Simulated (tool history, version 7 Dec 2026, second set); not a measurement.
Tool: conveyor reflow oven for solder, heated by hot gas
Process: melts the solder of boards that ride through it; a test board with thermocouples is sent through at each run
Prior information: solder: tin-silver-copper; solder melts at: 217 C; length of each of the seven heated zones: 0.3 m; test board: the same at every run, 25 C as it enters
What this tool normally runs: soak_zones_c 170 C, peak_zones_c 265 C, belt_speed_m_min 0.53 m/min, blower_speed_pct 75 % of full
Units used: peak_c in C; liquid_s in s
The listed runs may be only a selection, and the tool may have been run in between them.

Run 1, hour 0: usual settings. Result: peak_c 248.4 C, liquid_s 46.1 s.
Run 2, hour 6.3: usual settings but soak_zones_c 161 C. Result: peak_c 246.6 C, liquid_s 41.9 s.
Run 3, hour 13.3: usual settings. Result: peak_c 247.7 C, liquid_s 46.2 s.
Run 4, hour 18.1: usual settings. Result: peak_c 248.5 C, liquid_s 46.2 s.
Run 5, hour 22.7: usual settings. Result: peak_c 248.6 C, liquid_s 46 s.
Run 6, hour 29.6: usual settings but blower_speed_pct 60 % of full. Result: peak_c 245.3 C, liquid_s 42.8 s.
Run 7, hour 37.6: usual settings but blower_speed_pct 60 % of full. Result: peak_c 245 C, liquid_s 42.6 s.
Run 8, hour 44: usual settings but peak_zones_c 254 C, blower_speed_pct 51 % of full. Result: peak_c 233.4 C, liquid_s 31 s.
Run 9, hour 53: usual settings but soak_zones_c 183 C, belt_speed_m_min 0.535 m/min. Result: peak_c 250.3 C, liquid_s 51.3 s.
Run 10, hour 57.6: usual settings but soak_zones_c 183 C, belt_speed_m_min 0.535 m/min. Result: peak_c 250.7 C, liquid_s 51.9 s.
Run 11, hour 62.3: usual settings but soak_zones_c 156 C, belt_speed_m_min 0.574 m/min, blower_speed_pct 54 % of full. Result: peak_c 236.1 C, liquid_s 26.9 s.
Run 12, hour 67.2: usual settings but soak_zones_c 156 C, belt_speed_m_min 0.574 m/min, blower_speed_pct 54 % of full. Result: peak_c 235.7 C, liquid_s 27 s.
Run 13, hour 71.4: usual settings but soak_zones_c 156 C, belt_speed_m_min 0.574 m/min, blower_speed_pct 54 % of full. Result: peak_c 236.2 C, liquid_s 27.1 s.
Run 14, hour 76.4: usual settings but soak_zones_c 156 C, belt_speed_m_min 0.574 m/min, blower_speed_pct 54 % of full. Result: peak_c 235.9 C, liquid_s 27.3 s.

Consider 4 possible next runs. They are alternatives, not a sequence: every one starts from the tool as it was left by run 14. What does each give?
Run A, hour 80.9: usual settings but soak_zones_c 158 C, belt_speed_m_min 0.574 m/min, blower_speed_pct 55 % of full. Result: peak_c ?, liquid_s ?.
Run B, hour 80.9: usual settings but peak_zones_c 279 C. Result: peak_c ?, liquid_s ?.
Run C, hour 80.9: usual settings but soak_zones_c 185 C. Result: peak_c ?, liquid_s ?.
Run D, hour 80.9: usual settings but soak_zones_c 159 C, peak_zones_c 255 C. Result: peak_c ?, liquid_s ?.

run  peak_c  liquid_s
  A   236.8      28.4
  B   259.4      53.9
  C   251.2      52.7
  D     237      33.3
With the hidden condition removed and each run's random variation left untouched, the same runs would have given:
run  peak_c  liquid_s
  A   239.8      32.2
  B     262      55.8
  C   252.7      54.6
  D   239.4      37.2
